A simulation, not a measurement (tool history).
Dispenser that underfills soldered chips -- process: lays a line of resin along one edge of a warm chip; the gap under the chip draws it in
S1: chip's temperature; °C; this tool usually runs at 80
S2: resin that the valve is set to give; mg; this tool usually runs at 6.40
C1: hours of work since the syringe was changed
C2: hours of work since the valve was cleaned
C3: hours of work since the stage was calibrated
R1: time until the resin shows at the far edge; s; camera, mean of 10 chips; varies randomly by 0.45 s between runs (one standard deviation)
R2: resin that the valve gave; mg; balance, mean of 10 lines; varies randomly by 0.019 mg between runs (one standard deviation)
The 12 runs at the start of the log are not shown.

run	hour	S1	S2	C1	C2	C3	R1	R2
13	44.2	84	6.40	7	15	154	48.0	6.37
# hour 44.8: new syringe of resin
14	47.7	80	6.40	2	17	156	43.3	6.35
15	50.6	80	5.83	4	19	158	49.6	5.77
16	53.4	80	5.83	7	21	161	57.0	5.75
# hour 53.9: new syringe of resin
17	58.8	80	6.40	4	25	164	47.2	6.35
18	61.4	70	6.49	6	27	166	83.0	6.40
# hour 63.1: new syringe of resin
19	67.0	68	6.40	3	31	170	72.5	6.33
20	70.4	68	6.40	6	34	173	87.1	6.31
# hour 72.2: new syringe of resin
21	76.0	68	6.40	3	38	177	74.1	6.29
# hour 81.2: new syringe of resin
22	81.4	67	7.12	0	42	181	63.4	7.01
23	86.7	78	6.53	4	46	185	53.1	6.41
# hour 90.2: new syringe of resin
24	92.1	69	7.60	1	50	189	61.1	7.45
25	95.4	77	7.60	4	53	192	51.8	7.46
# hour 99.3: new syringe of resin
26	100.5	90	7.08	1	56	195	25.5	6.93
27	105.3	90	7.08	5	60	199	33.3	6.84
28	107.7	83	6.70	6	62	201	50.9	6.53
# hour 108.5: new syringe of resin
29	112.5	83	6.70	3	65	204	39.8	6.50
30	117.0	85	6.11	7	69	208	47.3	5.93
# hour 117.6: new syringe of resin
31	122.3	70	6.18	4	73	212	70.5	6.03
32	124.7	70	5.78	5	74	213	81.5	5.63
# hour 126.8: new syringe of resin
33	129.0	70	5.78	2	77	216	65.1	5.59

Alternative continuations, all from the tool just after run 33; predict every row:
A	131.3	87	7.74	3	79	218	?	?
B	131.3	93	5.78	3	79	218	?	?
C	131.3	84	5.93	3	79	218	?	?
D	131.3	83	5.78	3	79	218	?	?
E	131.3	91	6.76	3	79	218	?	?

run	R1	R2
A	33.8	7.44
B	27.8	5.57
C	39.0	5.72
D	41.6	5.59
E	30.1	6.53
With no hidden state in the tool, these same runs would have given:
run	R1	R2
A	24.7	7.70
B	20.4	5.76
C	28.5	5.92
D	30.4	5.78
E	22.1	6.75
